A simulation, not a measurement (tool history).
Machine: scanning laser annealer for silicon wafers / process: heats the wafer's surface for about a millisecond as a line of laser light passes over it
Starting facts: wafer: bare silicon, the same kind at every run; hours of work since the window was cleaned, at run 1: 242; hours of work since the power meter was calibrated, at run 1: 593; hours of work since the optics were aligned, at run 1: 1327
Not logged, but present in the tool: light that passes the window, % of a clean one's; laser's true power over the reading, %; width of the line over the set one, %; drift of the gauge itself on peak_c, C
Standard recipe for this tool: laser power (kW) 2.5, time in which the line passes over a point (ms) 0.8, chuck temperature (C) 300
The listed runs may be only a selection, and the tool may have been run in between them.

run,day,laser power (kW),time in which the line passes over a point (ms),chuck temperature (C),hours of work since the window was cleaned,hours of work since the power meter was calibrated,hours of work since the optics were aligned,highest temperature of the surface (C)
1,0,2.5,0.8,300,242,593,1327,1037
2,1.454,2.5,0.8,300,266,617,1351,1033
3,3.008,2.5,0.649,300,291,643,1376,969
4,3.654,2.297,0.8,300,302,653,1387,968
5,4.512,2.297,0.8,300,316,667,1401,971
6,5.2,2.635,0.8,300,327,679,1412,1078
7,6.133,2.468,0.87,300,343,694,1428,1052
8,7.65,2.468,0.87,300,368,719,1453,1048
9,8.662,2.265,0.973,319,384,736,1469,1037
10,9.404,2.197,0.987,266,397,748,1482,966
11,10.608,2.197,0.987,266,416,768,1502,968

Forecast each of these 5 alternatives for the next run:
# day 11.417: window over the wafer cleaned
A,11.721,2.213,0.832,276,5,785,1518,?
# day 11.417: window over the wafer cleaned
B,11.721,2.697,0.61,300,5,785,1518,?
# day 11.417: window over the wafer cleaned
C,11.721,2.658,0.8,300,5,785,1518,?
# day 11.417: window over the wafer cleaned
D,11.721,2.557,0.987,266,5,785,1518,?
# day 11.417: window over the wafer cleaned
E,11.721,2.13,0.774,304,5,785,1518,?

run,highest temperature of the surface (C)
A,931
B,1011
C,1082
D,1091
E,910
Had the tool no hidden state, the same runs would have come out as:
run,highest temperature of the surface (C)
A,931
B,1012
C,1083
D,1092
E,910
